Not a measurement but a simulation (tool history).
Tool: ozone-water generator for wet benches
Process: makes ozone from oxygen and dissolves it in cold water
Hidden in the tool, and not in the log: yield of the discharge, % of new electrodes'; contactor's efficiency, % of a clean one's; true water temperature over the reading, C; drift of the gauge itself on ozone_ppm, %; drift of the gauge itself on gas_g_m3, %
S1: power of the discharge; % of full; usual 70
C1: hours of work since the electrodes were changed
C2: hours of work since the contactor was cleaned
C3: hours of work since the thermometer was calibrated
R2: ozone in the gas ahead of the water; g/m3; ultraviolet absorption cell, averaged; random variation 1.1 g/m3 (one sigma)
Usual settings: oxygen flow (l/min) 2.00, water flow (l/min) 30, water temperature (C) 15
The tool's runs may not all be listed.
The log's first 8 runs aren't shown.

{"run": 9, "hour": 1154.7, "S1": 70, "oxygen flow (l/min)": 1.37, "water flow (l/min)": 30, "water temperature (C)": 15, "C1": 4278, "C2": 3506, "C3": 1542, "dissolved ozone (ppm)": 7.6, "R2": 237.8}
{"run": 10, "hour": 1245.3, "S1": 70, "oxygen flow (l/min)": 1.37, "water flow (l/min)": 30, "water temperature (C)": 15, "C1": 4356, "C2": 3584, "C3": 1620, "dissolved ozone (ppm)": 7.68, "R2": 237.0}
{"run": 11, "hour": 1439.5, "S1": 70, "oxygen flow (l/min)": 1.37, "water flow (l/min)": 30, "water temperature (C)": 15, "C1": 4522, "C2": 3751, "C3": 1787, "dissolved ozone (ppm)": 7.76, "R2": 237.1}
{"run": 12, "hour": 1571.6, "S1": 70, "oxygen flow (l/min)": 2.0, "water flow (l/min)": 30, "water temperature (C)": 15, "C1": 4636, "C2": 3864, "C3": 1900, "dissolved ozone (ppm)": 8.62, "R2": 191.4}
{"run": 13, "hour": 1720.8, "S1": 70, "oxygen flow (l/min)": 2.0, "water flow (l/min)": 30, "water temperature (C)": 15, "C1": 4764, "C2": 3992, "C3": 2029, "dissolved ozone (ppm)": 8.67, "R2": 190.0}
{"run": 14, "hour": 1916.1, "S1": 70, "oxygen flow (l/min)": 2.0, "water flow (l/min)": 30, "water temperature (C)": 15, "C1": 4932, "C2": 4160, "C3": 2197, "dissolved ozone (ppm)": 8.42, "R2": 189.0}
{"run": 15, "hour": 2062.4, "S1": 70, "oxygen flow (l/min)": 2.0, "water flow (l/min)": 30, "water temperature (C)": 15, "C1": 5058, "C2": 4286, "C3": 2322, "dissolved ozone (ppm)": 8.41, "R2": 190.4}
{"run": 16, "hour": 2209.1, "S1": 70, "oxygen flow (l/min)": 2.0, "water flow (l/min)": 30, "water temperature (C)": 15, "C1": 5184, "C2": 4412, "C3": 2448, "dissolved ozone (ppm)": 8.25, "R2": 189.1}
{"run": 17, "hour": 2327.2, "S1": 70, "oxygen flow (l/min)": 2.0, "water flow (l/min)": 30, "water temperature (C)": 15, "C1": 5285, "C2": 4513, "C3": 2550, "dissolved ozone (ppm)": 8.52, "R2": 189.5}
{"run": 18, "hour": 2533.5, "S1": 70, "oxygen flow (l/min)": 2.0, "water flow (l/min)": 30, "water temperature (C)": 15, "C1": 5463, "C2": 4691, "C3": 2727, "dissolved ozone (ppm)": 8.56, "R2": 187.5}
{"run": 19, "hour": 2694.2, "S1": 82, "oxygen flow (l/min)": 1.61, "water flow (l/min)": 35, "water temperature (C)": 15, "C1": 5601, "C2": 4829, "C3": 2865, "dissolved ozone (ppm)": 7.71, "R2": 248.4}
{"run": 20, "hour": 2791.5, "S1": 82, "oxygen flow (l/min)": 1.61, "water flow (l/min)": 35, "water temperature (C)": 15, "C1": 5684, "C2": 4912, "C3": 2949, "dissolved ozone (ppm)": 7.63, "R2": 245.5}
{"run": 21, "hour": 2966.9, "S1": 82, "oxygen flow (l/min)": 1.61, "water flow (l/min)": 35, "water temperature (C)": 15, "C1": 5835, "C2": 5063, "C3": 3100, "dissolved ozone (ppm)": 7.76, "R2": 247.6}
{"run": 22, "hour": 3134.8, "S1": 70, "oxygen flow (l/min)": 2.0, "water flow (l/min)": 32, "water temperature (C)": 15, "C1": 5979, "C2": 5208, "C3": 3244, "dissolved ozone (ppm)": 7.9, "R2": 187.3}
{"run": 23, "hour": 3230.6, "S1": 70, "oxygen flow (l/min)": 2.0, "water flow (l/min)": 32, "water temperature (C)": 15, "C1": 6062, "C2": 5290, "C3": 3326, "dissolved ozone (ppm)": 7.9, "R2": 189.2}
{"run": 24, "hour": 3431.6, "S1": 43, "oxygen flow (l/min)": 2.0, "water flow (l/min)": 22, "water temperature (C)": 15, "C1": 6235, "C2": 5463, "C3": 3499, "dissolved ozone (ppm)": 7.74, "R2": 123.5}
{"run": 25, "hour": 3539.0, "S1": 43, "oxygen flow (l/min)": 2.0, "water flow (l/min)": 22, "water temperature (C)": 15, "C1": 6327, "C2": 5555, "C3": 3591, "dissolved ozone (ppm)": 7.72, "R2": 124.0}
{"run": 26, "hour": 3643.6, "S1": 93, "oxygen flow (l/min)": 1.01, "water flow (l/min)": 22, "water temperature (C)": 9, "C1": 6417, "C2": 5645, "C3": 3681, "dissolved ozone (ppm)": 13.15, "R2": 360.8}
{"run": 27, "hour": 3803.4, "S1": 63, "oxygen flow (l/min)": 2.0, "water flow (l/min)": 43, "water temperature (C)": 15, "C1": 6554, "C2": 5782, "C3": 3818, "dissolved ozone (ppm)": 5.14, "R2": 173.2}
{"run": 28, "hour": 3932.8, "S1": 63, "oxygen flow (l/min)": 2.0, "water flow (l/min)": 43, "water temperature (C)": 15, "C1": 6665, "C2": 5893, "C3": 3930, "dissolved ozone (ppm)": 5.12, "R2": 172.6}
{"run": 29, "hour": 4025.4, "S1": 63, "oxygen flow (l/min)": 2.0, "water flow (l/min)": 43, "water temperature (C)": 15, "C1": 6745, "C2": 5973, "C3": 4009, "dissolved ozone (ppm)": 5.15, "R2": 171.0}
{"run": 30, "hour": 4120.7, "S1": 56, "oxygen flow (l/min)": 1.21, "water flow (l/min)": 21, "water temperature (C)": 9, "C1": 6827, "C2": 6055, "C3": 4091, "dissolved ozone (ppm)": 9.29, "R2": 210.2}
{"run": 31, "hour": 4242.0, "S1": 45, "oxygen flow (l/min)": 2.0, "water flow (l/min)": 30, "water temperature (C)": 15, "C1": 6931, "C2": 6159, "C3": 4195, "dissolved ozone (ppm)": 5.72, "R2": 127.5}
{"run": 32, "hour": 4403.8, "S1": 70, "oxygen flow (l/min)": 1.34, "water flow (l/min)": 30, "water temperature (C)": 15, "C1": 7070, "C2": 6298, "C3": 4335, "dissolved ozone (ppm)": 7.77, "R2": 235.5}

3 ways to go on from here, each from the tool as it stands after run 32. What would each give?
{"run": "A", "hour": 4565.1, "S1": 70, "oxygen flow (l/min)": 2.0, "water flow (l/min)": 30, "water temperature (C)": 9, "C1": 7209, "C2": 6437, "C3": 4473, "dissolved ozone (ppm)": "?", "R2": "?"}
{"run": "B", "hour": 4565.1, "S1": 77, "oxygen flow (l/min)": 1.04, "water flow (l/min)": 28, "water temperature (C)": 15, "C1": 7209, "C2": 6437, "C3": 4473, "dissolved ozone (ppm)": "?", "R2": "?"}
{"run": "C", "hour": 4565.1, "S1": 63, "oxygen flow (l/min)": 1.17, "water flow (l/min)": 30, "water temperature (C)": 11, "C1": 7209, "C2": 6437, "C3": 4473, "dissolved ozone (ppm)": "?", "R2": "?"}

run=A dissolved_ozone_(ppm)=8.69 R2=188.3
run=B dissolved_ozone_(ppm)=8.25 R2=302.4
run=C dissolved_ozone_(ppm)=6.69 R2=235.3
Without the tool's hidden state the same runs would have given:
run=A dissolved_ozone_(ppm)=8.70 R2=192.8
run=B dissolved_ozone_(ppm)=8.26 R2=309.7
run=C dissolved_ozone_(ppm)=6.70 R2=241.0

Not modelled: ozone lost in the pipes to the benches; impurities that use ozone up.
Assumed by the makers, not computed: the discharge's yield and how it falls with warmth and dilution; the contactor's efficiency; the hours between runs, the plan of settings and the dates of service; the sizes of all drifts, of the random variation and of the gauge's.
